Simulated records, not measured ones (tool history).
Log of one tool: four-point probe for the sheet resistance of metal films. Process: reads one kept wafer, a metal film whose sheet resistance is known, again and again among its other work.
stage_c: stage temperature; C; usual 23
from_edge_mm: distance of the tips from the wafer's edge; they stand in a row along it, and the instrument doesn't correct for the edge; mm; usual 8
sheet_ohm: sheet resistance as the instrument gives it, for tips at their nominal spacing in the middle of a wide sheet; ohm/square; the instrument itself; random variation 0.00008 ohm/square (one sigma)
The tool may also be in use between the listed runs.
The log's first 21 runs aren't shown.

run	day	stage_c	from_edge_mm	touches since the probe head was changed	hours of work since the stage's thermometer was calibrated	sheet_ohm
22	42.571	24	8	78561	511	0.398991
23	44.604	24	8	81267	545	0.398793
24	46.329	24	8	83564	574	0.398787
25	48.788	24	8	86835	615	0.398974
26	50.796	20	12	89507	648	0.400961
27	53.042	27	7	92499	686	0.397297
28	55.421	27	16	95665	726	0.396411
29	57.283	27	16	98143	757	0.396431
30	60.008	19	44	101770	803	0.401171
31	61.221	19	44	103387	823	0.401252
32	63.817	19	44	106843	866	0.401065
33	65.858	19	16	109559	901	0.401309
34	67.292	19	16	111465	925	0.401259

Forecast each of these 3 alternatives for the next run:
A	68.662	30	7	113289	947	?
B	68.662	32	7	113289	947	?
C	68.662	25	4	113289	947	?

run	sheet_ohm
A	0.395623
B	0.394443
C	0.400726
Without the tool's hidden state the same runs would have given:
run	sheet_ohm
A	0.395673
B	0.394493
C	0.400777
